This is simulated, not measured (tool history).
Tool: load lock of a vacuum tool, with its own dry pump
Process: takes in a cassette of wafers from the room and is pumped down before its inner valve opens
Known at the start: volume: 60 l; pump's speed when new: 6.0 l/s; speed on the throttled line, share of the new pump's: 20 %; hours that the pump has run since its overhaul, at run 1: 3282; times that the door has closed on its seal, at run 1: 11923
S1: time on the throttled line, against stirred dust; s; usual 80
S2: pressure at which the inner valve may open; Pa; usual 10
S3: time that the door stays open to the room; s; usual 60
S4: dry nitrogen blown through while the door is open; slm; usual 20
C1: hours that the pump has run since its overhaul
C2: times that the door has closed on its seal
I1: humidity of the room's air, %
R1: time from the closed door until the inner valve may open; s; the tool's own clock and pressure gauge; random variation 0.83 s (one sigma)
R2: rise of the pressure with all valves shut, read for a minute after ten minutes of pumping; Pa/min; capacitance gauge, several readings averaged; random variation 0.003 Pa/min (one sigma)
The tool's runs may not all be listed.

run,hour,S1,S2,S3,S4,C1,C2,I1,R1,R2
1,0.0,80,10,60,20,3282,11923,42.2,160.1,0.045
2,61.4,80,10,60,20,3344,11996,44.7,161.2,0.060
3,138.1,80,10,60,20,3420,12089,43.0,158.2,0.053
4,282.2,80,10,60,20,3565,12262,46.0,160.0,0.050
5,365.0,80,10,60,20,3647,12361,44.3,160.1,0.055
6,501.6,80,10,60,20,3784,12525,49.4,159.5,0.056
7,570.0,80,10,60,20,3852,12608,39.5,161.1,0.054
8,670.3,80,10,60,20,3953,12728,44.2,159.8,0.054
9,786.5,80,10,60,20,4069,12868,44.3,160.1,0.057
10,908.2,80,10,60,20,4191,13014,43.8,158.6,0.055
11,998.3,80,10,60,20,4281,13122,41.8,159.5,0.055
12,1057.7,80,10,60,20,4340,13194,45.8,159.5,0.057
13,1160.0,80,14,60,20,4442,13317,41.5,156.1,0.059
14,1274.1,80,13,33,20,4556,13454,45.7,157.2,0.055
15,1338.3,49,13,120,27,4621,13531,45.4,132.6,0.061
16,1446.7,49,13,120,27,4729,13662,48.0,133.8,0.058
17,1565.8,113,10,60,39,4848,13805,45.7,185.4,0.050
18,1675.6,83,8,190,13,4958,13937,42.4,165.5,0.070
19,1751.2,80,10,225,25,5034,14028,45.7,162.0,0.062
20,1837.6,90,13,60,20,5120,14131,44.5,164.3,0.058
21,1901.9,80,10,60,15,5184,14209,45.8,159.7,0.069
22,2042.4,80,10,60,15,5325,14378,46.0,159.5,0.063
23,2111.4,80,10,237,20,5394,14461,39.6,160.3,0.065
24,2173.1,80,10,237,20,5455,14535,44.0,161.0,0.063
25,2306.3,80,10,237,20,5589,14695,42.4,160.1,0.069
26,2411.1,80,10,237,20,5693,14821,42.3,160.3,0.070

The same runs without the tool's hidden state, with the same run-to-run variation:
The hidden state here: pump's speed, % of a new pump's; leak at the door's seal, Pa l/s; drift of the gauge itself on ready_s, %; drift of the gauge itself on rise_pa_min, %.
run,R1,R2
1,157.8,0.008
2,158.8,0.022
3,155.8,0.016
4,157.5,0.012
5,157.6,0.016
6,156.9,0.017
7,158.4,0.014
8,157.2,0.013
9,157.4,0.016
10,155.8,0.014
11,156.6,0.013
12,156.6,0.014
13,153.3,0.016
14,154.5,0.012
15,129.7,0.018
16,130.8,0.013
17,182.7,0.006
18,162.4,0.025
19,158.7,0.018
20,161.4,0.013
21,156.3,0.022
22,156.1,0.016
23,156.8,0.018
24,157.4,0.015
25,156.5,0.022
26,156.6,0.021

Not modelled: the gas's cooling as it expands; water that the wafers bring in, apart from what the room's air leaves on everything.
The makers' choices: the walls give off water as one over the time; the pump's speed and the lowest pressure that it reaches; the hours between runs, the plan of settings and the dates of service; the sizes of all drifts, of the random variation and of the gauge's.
